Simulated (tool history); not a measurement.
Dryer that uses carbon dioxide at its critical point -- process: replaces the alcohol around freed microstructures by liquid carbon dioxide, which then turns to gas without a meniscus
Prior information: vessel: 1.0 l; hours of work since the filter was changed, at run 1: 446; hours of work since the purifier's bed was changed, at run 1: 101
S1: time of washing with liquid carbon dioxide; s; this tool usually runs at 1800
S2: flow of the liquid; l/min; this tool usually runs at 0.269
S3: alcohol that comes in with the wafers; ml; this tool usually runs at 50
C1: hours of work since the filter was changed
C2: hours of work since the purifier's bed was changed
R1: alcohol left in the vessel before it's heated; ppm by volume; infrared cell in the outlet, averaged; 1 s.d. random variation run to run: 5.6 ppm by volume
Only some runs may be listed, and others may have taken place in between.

run  hour    S1     S2  S3   C1   C2    R1
  1   0.0  1800  0.269  50  446  101   406
  2   5.8  1800  0.269  50  448  103   423
  3  12.7  1800  0.183  50  451  106  2049
  4  25.1  1800  0.269  21  456  110   190
  5  34.3  1800  0.269  21  459  114   183
  6  40.8  1680  0.207  21  462  116   691
  7  49.4  1680  0.207  21  465  120   717
  8  59.0  2460  0.204  42  469  123   344
  9  67.2  1620  0.277  28  472  126   357
 10  80.6  1560  0.259  50  477  131   990

Each run again, without the hidden state but with its own random variation kept:
The hidden state here: flow that reaches the vessel past the clogged filter, %; alcohol in the recycled carbon dioxide, ppm; drift of the gauge itself on alcohol_ppm, %.
run    R1
  1   160
  2   168
  3  1100
  4    72
  5    62
  6   346
  7   352
  8   127
  9   145
 10   430
